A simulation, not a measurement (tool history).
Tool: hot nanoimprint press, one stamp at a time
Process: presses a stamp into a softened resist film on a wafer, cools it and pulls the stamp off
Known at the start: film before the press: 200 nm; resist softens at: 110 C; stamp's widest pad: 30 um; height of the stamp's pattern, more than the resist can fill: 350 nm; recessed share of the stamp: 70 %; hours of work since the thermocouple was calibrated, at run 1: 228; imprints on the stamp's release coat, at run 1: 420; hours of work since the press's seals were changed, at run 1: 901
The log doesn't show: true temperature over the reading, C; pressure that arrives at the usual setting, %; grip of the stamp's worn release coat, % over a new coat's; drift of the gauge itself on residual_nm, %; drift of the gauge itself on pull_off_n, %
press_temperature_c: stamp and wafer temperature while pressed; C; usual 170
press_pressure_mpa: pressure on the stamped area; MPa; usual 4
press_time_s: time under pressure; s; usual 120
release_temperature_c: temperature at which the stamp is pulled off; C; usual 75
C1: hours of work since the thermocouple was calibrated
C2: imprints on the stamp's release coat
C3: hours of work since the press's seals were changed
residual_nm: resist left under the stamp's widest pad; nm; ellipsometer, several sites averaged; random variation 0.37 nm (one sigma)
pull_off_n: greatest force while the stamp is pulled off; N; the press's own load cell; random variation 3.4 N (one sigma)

Run 1, hour 0: usual settings; C1 228; C2 420; C3 901. Result: residual_nm 84.1 nm, pull_off_n 194 N.
Run 2, hour 43.6: usual settings; C1 246; C2 557; C3 920. Result: residual_nm 84.4 nm, pull_off_n 203 N.
At hour 60.4: press's hydraulic seals changed and the load cell set to zero.
Run 3, hour 115.6: usual settings; C1 274; C2 758; C3 24. Result: residual_nm 81.4 nm, pull_off_n 214 N.
Run 4, hour 152.4: usual settings but press_temperature_c 174 C; C1 290; C2 874; C3 40. Result: residual_nm 64.4 nm, pull_off_n 214 N.
At hour 207.6: plate thermocouple calibrated.
At hour 213.6: stamp cleaned and given a new release coat.
Run 5, hour 224.2: usual settings; C1 5; C2 33; C3 67. Result: residual_nm 77.3 nm, pull_off_n 164 N.
Run 6, hour 279.6: usual settings; C1 29; C2 207; C3 91. Result: residual_nm 78.1 nm, pull_off_n 177 N.
Run 7, hour 345: usual settings; C1 57; C2 413; C3 119. Result: residual_nm 79.6 nm, pull_off_n 191 N.
Run 8, hour 378.1: usual settings; C1 71; C2 516; C3 133. Result: residual_nm 79 nm, pull_off_n 196 N.
Run 9, hour 421.9: usual settings but release_temperature_c 80 C; C1 90; C2 654; C3 152. Result: residual_nm 79.5 nm, pull_off_n 178 N.
Run 10, hour 477.8: usual settings but press_pressure_mpa 5.44 MPa; C1 114; C2 830; C3 176. Result: residual_nm 68.2 nm, pull_off_n 213 N.
Run 11, hour 512.6: usual settings but press_pressure_mpa 3.53 MPa; C1 129; C2 939; C3 191. Result: residual_nm 85.5 nm, pull_off_n 215 N.
At hour 550.1: stamp cleaned and given a new release coat.
Run 12, hour 555.7: usual settings but release_temperature_c 78 C; C1 145; C2 17; C3 207. Result: residual_nm 80.5 nm, pull_off_n 152 N.
Run 13, hour 593.5: usual settings but press_temperature_c 180 C, press_time_s 213 s, release_temperature_c 78 C; C1 161; C2 136; C3 224. Result: residual_nm 35.5 nm, pull_off_n 161 N.
Run 14, hour 638.8: usual settings but press_temperature_c 180 C, press_pressure_mpa 3.4 MPa, press_time_s 213 s, release_temperature_c 82 C; C1 181; C2 278; C3 243. Result: residual_nm 39 nm, pull_off_n 150 N.
Run 15, hour 683.1: usual settings but press_temperature_c 180 C, press_pressure_mpa 3.4 MPa, press_time_s 213 s, release_temperature_c 82 C; C1 200; C2 418; C3 262. Result: residual_nm 39 nm, pull_off_n 158 N.
Run 16, hour 722.9: usual settings but press_temperature_c 180 C, press_pressure_mpa 3.82 MPa, press_time_s 97 s, release_temperature_c 82 C; C1 217; C2 542; C3 279. Result: residual_nm 50.4 nm, pull_off_n 163 N.
Run 17, hour 777.6: usual settings but press_temperature_c 160 C, press_pressure_mpa 3.82 MPa, press_time_s 97 s, release_temperature_c 66 C; C1 241; C2 714; C3 303. Result: residual_nm 154.2 nm, pull_off_n 264 N.
Run 18, hour 842.7: usual settings but press_temperature_c 160 C, press_pressure_mpa 3.82 MPa, press_time_s 97 s, release_temperature_c 66 C; C1 269; C2 919; C3 331. Result: residual_nm 155.9 nm, pull_off_n 267 N.
Run 19, hour 871.6: usual settings but press_temperature_c 160 C, press_pressure_mpa 3.82 MPa, press_time_s 97 s, release_temperature_c 66 C; C1 281; C2 1009; C3 344. Result: residual_nm 156.3 nm, pull_off_n 285 N.
At hour 886.3: stamp cleaned and given a new release coat.
Run 20, hour 906.7: usual settings but press_temperature_c 171 C, press_time_s 101 s, release_temperature_c 68 C; C1 294; C2 64; C3 356. Result: residual_nm 83.8 nm, pull_off_n 209 N.
At hour 955.1: plate thermocouple calibrated.
Run 21, hour 960.1: usual settings but press_temperature_c 163 C, press_time_s 77 s, release_temperature_c 68 C; C1 2; C2 222; C3 378. Result: residual_nm 136.2 nm, pull_off_n 215 N.
Run 22, hour 991.8: usual settings but press_temperature_c 163 C, press_time_s 77 s, release_temperature_c 68 C; C1 16; C2 322; C3 392. Result: residual_nm 136.4 nm, pull_off_n 220 N.
Run 23, hour 1048.2: usual settings but press_temperature_c 163 C, press_pressure_mpa 5.05 MPa, press_time_s 74 s, release_temperature_c 71 C; C1 40; C2 499; C3 416. Result: residual_nm 127.1 nm, pull_off_n 224 N.

3 ways to go on from here, each from the tool as it stands after run 23. What would each give?
Run A, hour 1081.1: usual settings but press_temperature_c 164 C; C1 54; C2 602; C3 430. Result: residual_nm ?, pull_off_n ?.
Run B, hour 1081.1: usual settings; C1 54; C2 602; C3 430. Result: residual_nm ?, pull_off_n ?.
Run C, hour 1081.1: usual settings but press_pressure_mpa 3.24 MPa, press_time_s 94 s; C1 54; C2 602; C3 430. Result: residual_nm ?, pull_off_n ?.

run  residual_nm  pull_off_n
  A        115.4         210
  B         80.6         195
  C           97         199
Without the tool's hidden state the same runs would have given:
run  residual_nm  pull_off_n
  A        112.1         173
  B           78         161
  C         94.3         164
